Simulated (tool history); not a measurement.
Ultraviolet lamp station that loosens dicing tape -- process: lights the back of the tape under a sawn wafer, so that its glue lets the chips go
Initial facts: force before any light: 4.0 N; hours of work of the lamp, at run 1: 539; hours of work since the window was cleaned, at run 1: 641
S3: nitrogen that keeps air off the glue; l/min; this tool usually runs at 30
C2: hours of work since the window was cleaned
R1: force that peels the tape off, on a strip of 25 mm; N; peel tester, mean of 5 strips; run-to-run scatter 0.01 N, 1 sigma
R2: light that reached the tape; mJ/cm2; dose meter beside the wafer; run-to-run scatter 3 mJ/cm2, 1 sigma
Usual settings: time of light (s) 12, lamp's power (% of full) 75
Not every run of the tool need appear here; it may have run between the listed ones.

{"run": 1, "hour": 0.0, "time of light (s)": 12, "lamp's power (% of full)": 75, "S3": 30, "hours of work of the lamp": 539, "C2": 641, "R1": 0.444, "R2": 444}
{"hour": 4.2, "done": "window cleaned of glue's vapour"}
{"run": 2, "hour": 28.9, "time of light (s)": 12, "lamp's power (% of full)": 75, "S3": 53, "hours of work of the lamp": 560, "C2": 18, "R1": 0.34, "R2": 446}
{"run": 3, "hour": 58.4, "time of light (s)": 12, "lamp's power (% of full)": 75, "S3": 53, "hours of work of the lamp": 582, "C2": 40, "R1": 0.345, "R2": 445}
{"run": 4, "hour": 92.7, "time of light (s)": 12, "lamp's power (% of full)": 75, "S3": 17, "hours of work of the lamp": 607, "C2": 65, "R1": 0.577, "R2": 447}
{"run": 5, "hour": 110.2, "time of light (s)": 12, "lamp's power (% of full)": 75, "S3": 17, "hours of work of the lamp": 620, "C2": 78, "R1": 0.596, "R2": 448}
{"run": 6, "hour": 142.6, "time of light (s)": 12, "lamp's power (% of full)": 75, "S3": 30, "hours of work of the lamp": 644, "C2": 102, "R1": 0.426, "R2": 448}
{"run": 7, "hour": 166.1, "time of light (s)": 12, "lamp's power (% of full)": 75, "S3": 30, "hours of work of the lamp": 661, "C2": 119, "R1": 0.443, "R2": 444}
{"run": 8, "hour": 194.3, "time of light (s)": 12, "lamp's power (% of full)": 75, "S3": 30, "hours of work of the lamp": 682, "C2": 140, "R1": 0.44, "R2": 448}
{"run": 9, "hour": 217.2, "time of light (s)": 12, "lamp's power (% of full)": 75, "S3": 30, "hours of work of the lamp": 698, "C2": 157, "R1": 0.438, "R2": 445}
{"run": 10, "hour": 238.5, "time of light (s)": 12, "lamp's power (% of full)": 75, "S3": 30, "hours of work of the lamp": 714, "C2": 172, "R1": 0.43, "R2": 441}
{"run": 11, "hour": 268.2, "time of light (s)": 12, "lamp's power (% of full)": 75, "S3": 30, "hours of work of the lamp": 736, "C2": 194, "R1": 0.443, "R2": 444}
{"run": 12, "hour": 295.1, "time of light (s)": 12, "lamp's power (% of full)": 75, "S3": 51, "hours of work of the lamp": 756, "C2": 214, "R1": 0.357, "R2": 444}
{"run": 13, "hour": 328.6, "time of light (s)": 12, "lamp's power (% of full)": 75, "S3": 51, "hours of work of the lamp": 780, "C2": 238, "R1": 0.35, "R2": 444}
{"run": 14, "hour": 348.5, "time of light (s)": 12, "lamp's power (% of full)": 75, "S3": 51, "hours of work of the lamp": 795, "C2": 253, "R1": 0.348, "R2": 446}
{"run": 15, "hour": 377.5, "time of light (s)": 15, "lamp's power (% of full)": 81, "S3": 32, "hours of work of the lamp": 816, "C2": 274, "R1": 0.219, "R2": 598}
{"run": 16, "hour": 402.0, "time of light (s)": 17, "lamp's power (% of full)": 87, "S3": 11, "hours of work of the lamp": 834, "C2": 292, "R1": 0.276, "R2": 734}
{"run": 17, "hour": 431.0, "time of light (s)": 17, "lamp's power (% of full)": 87, "S3": 11, "hours of work of the lamp": 855, "C2": 314, "R1": 0.284, "R2": 727}
{"run": 18, "hour": 453.9, "time of light (s)": 6, "lamp's power (% of full)": 78, "S3": 21, "hours of work of the lamp": 872, "C2": 330, "R1": 1.309, "R2": 231}
{"run": 19, "hour": 471.2, "time of light (s)": 6, "lamp's power (% of full)": 78, "S3": 21, "hours of work of the lamp": 885, "C2": 343, "R1": 1.391, "R2": 231}
{"run": 20, "hour": 487.3, "time of light (s)": 17, "lamp's power (% of full)": 75, "S3": 15, "hours of work of the lamp": 897, "C2": 355, "R1": 0.337, "R2": 630}
{"run": 21, "hour": 511.8, "time of light (s)": 20, "lamp's power (% of full)": 75, "S3": 10, "hours of work of the lamp": 915, "C2": 373, "R1": 0.287, "R2": 744}
{"run": 22, "hour": 526.2, "time of light (s)": 20, "lamp's power (% of full)": 75, "S3": 10, "hours of work of the lamp": 925, "C2": 384, "R1": 0.309, "R2": 738}
{"run": 23, "hour": 547.6, "time of light (s)": 21, "lamp's power (% of full)": 60, "S3": 30, "hours of work of the lamp": 941, "C2": 399, "R1": 0.213, "R2": 627}
{"run": 24, "hour": 565.5, "time of light (s)": 21, "lamp's power (% of full)": 63, "S3": 47, "hours of work of the lamp": 954, "C2": 412, "R1": 0.151, "R2": 650}
{"run": 25, "hour": 591.7, "time of light (s)": 17, "lamp's power (% of full)": 94, "S3": 19, "hours of work of the lamp": 974, "C2": 432, "R1": 0.164, "R2": 798}
{"run": 26, "hour": 607.1, "time of light (s)": 12, "lamp's power (% of full)": 69, "S3": 30, "hours of work of the lamp": 985, "C2": 443, "R1": 0.524, "R2": 411}

Hidden condition of the tool, last listed run before each entry between runs versus first listed run after:
Runs 1 to 2: window cleaned of glue's vapour (hour 4.2)
  light that the window lets through, % of a clean one's: 99.9 -> 100
